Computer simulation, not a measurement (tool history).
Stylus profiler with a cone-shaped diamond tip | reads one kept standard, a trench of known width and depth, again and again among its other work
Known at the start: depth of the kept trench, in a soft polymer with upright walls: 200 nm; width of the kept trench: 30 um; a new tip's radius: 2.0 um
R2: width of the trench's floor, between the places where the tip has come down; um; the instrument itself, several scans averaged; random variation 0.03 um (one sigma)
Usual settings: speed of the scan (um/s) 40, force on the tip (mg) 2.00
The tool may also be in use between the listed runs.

Run 1, hour 0.0: usual settings. Result: depth of the trench (nm) 202.28, R2 28.09 um.
Run 2, hour 26.6: usual settings but speed of the scan (um/s) 20. Result: depth of the trench (nm) 202.38, R2 28.16 um.
Run 3, hour 56.4: usual settings but speed of the scan (um/s) 20. Result: depth of the trench (nm) 202.36, R2 28.11 um.
Run 4, hour 84.2: usual settings but speed of the scan (um/s) 20. Result: depth of the trench (nm) 202.30, R2 28.14 um.
Run 5, hour 116.0: usual settings but speed of the scan (um/s) 31. Result: depth of the trench (nm) 202.23, R2 28.10 um.
Run 6, hour 148.1: usual settings but speed of the scan (um/s) 31. Result: depth of the trench (nm) 202.27, R2 28.09 um.
Run 7, hour 180.6: usual settings but speed of the scan (um/s) 93. Result: depth of the trench (nm) 202.45, R2 27.86 um.
Run 8, hour 212.1: usual settings. Result: depth of the trench (nm) 202.14, R2 28.04 um.
Run 9, hour 236.2: usual settings. Result: depth of the trench (nm) 202.33, R2 28.06 um.
Run 10, hour 267.4: usual settings. Result: depth of the trench (nm) 202.55, R2 28.06 um.
Run 11, hour 291.3: usual settings but force on the tip (mg) 1.71. Result: depth of the trench (nm) 201.96, R2 28.03 um.
Run 12, hour 326.6: usual settings but force on the tip (mg) 1.71. Result: depth of the trench (nm) 202.15, R2 28.07 um.
Run 13, hour 360.0: usual settings but force on the tip (mg) 1.71. Result: depth of the trench (nm) 202.21, R2 28.12 um.
Run 14, hour 377.5: usual settings but force on the tip (mg) 1.71. Result: depth of the trench (nm) 202.04, R2 28.03 um.
Run 15, hour 414.9: usual settings but speed of the scan (um/s) 27, force on the tip (mg) 4.67. Result: depth of the trench (nm) 204.19, R2 28.16 um.
Run 16, hour 447.0: usual settings but speed of the scan (um/s) 27, force on the tip (mg) 2.70. Result: depth of the trench (nm) 202.90, R2 28.19 um.
Run 17, hour 481.4: usual settings but speed of the scan (um/s) 13, force on the tip (mg) 1.69. Result: depth of the trench (nm) 202.14, R2 28.17 um.
Run 18, hour 517.2: usual settings but speed of the scan (um/s) 113, force on the tip (mg) 4.05. Result: depth of the trench (nm) 203.57, R2 27.91 um.
Run 19, hour 541.2: usual settings but speed of the scan (um/s) 56, force on the tip (mg) 0.71. Result: depth of the trench (nm) 201.27, R2 27.86 um.
Run 20, hour 558.7: usual settings but speed of the scan (um/s) 56, force on the tip (mg) 0.71. Result: depth of the trench (nm) 201.14, R2 27.85 um.
Run 21, hour 582.5: usual settings but speed of the scan (um/s) 56, force on the tip (mg) 0.71. Result: depth of the trench (nm) 201.13, R2 27.83 um.
Run 22, hour 598.4: usual settings but speed of the scan (um/s) 56, force on the tip (mg) 0.71. Result: depth of the trench (nm) 201.32, R2 27.84 um.
Run 23, hour 625.0: usual settings but speed of the scan (um/s) 56, force on the tip (mg) 0.71. Result: depth of the trench (nm) 201.25, R2 27.88 um.
Run 24, hour 648.3: usual settings but speed of the scan (um/s) 84, force on the tip (mg) 0.71. Result: depth of the trench (nm) 201.17, R2 27.61 um.
Run 25, hour 676.2: usual settings but speed of the scan (um/s) 84, force on the tip (mg) 0.71. Result: depth of the trench (nm) 201.08, R2 27.61 um.
Run 26, hour 712.3: usual settings but speed of the scan (um/s) 84, force on the tip (mg) 0.71. Result: depth of the trench (nm) 201.25, R2 27.65 um.
Run 27, hour 741.8: usual settings but speed of the scan (um/s) 34, force on the tip (mg) 0.98. Result: depth of the trench (nm) 201.47, R2 27.99 um.

4 ways to go on from here, each from the tool as it stands after run 27. What would each give?
Run A, hour 758.2: usual settings but speed of the scan (um/s) 58, force on the tip (mg) 3.35. Result: depth of the trench (nm) ?, R2 ?.
Run B, hour 758.2: usual settings but speed of the scan (um/s) 14, force on the tip (mg) 2.82. Result: depth of the trench (nm) ?, R2 ?.
Run C, hour 758.2: usual settings but speed of the scan (um/s) 42, force on the tip (mg) 2.91. Result: depth of the trench (nm) ?, R2 ?.
Run D, hour 758.2: usual settings but speed of the scan (um/s) 120. Result: depth of the trench (nm) ?, R2 ?.

run  depth of the trench (nm)     R2
  A                    203.37  28.04
  B                    202.87  28.14
  C                    202.99  28.06
  D                    202.40  27.78
Without the tool's hidden state the same runs would have given:
run  depth of the trench (nm)     R2
  A                    203.39  28.06
  B                    202.89  28.16
  C                    203.00  28.07
  D                    202.42  27.79

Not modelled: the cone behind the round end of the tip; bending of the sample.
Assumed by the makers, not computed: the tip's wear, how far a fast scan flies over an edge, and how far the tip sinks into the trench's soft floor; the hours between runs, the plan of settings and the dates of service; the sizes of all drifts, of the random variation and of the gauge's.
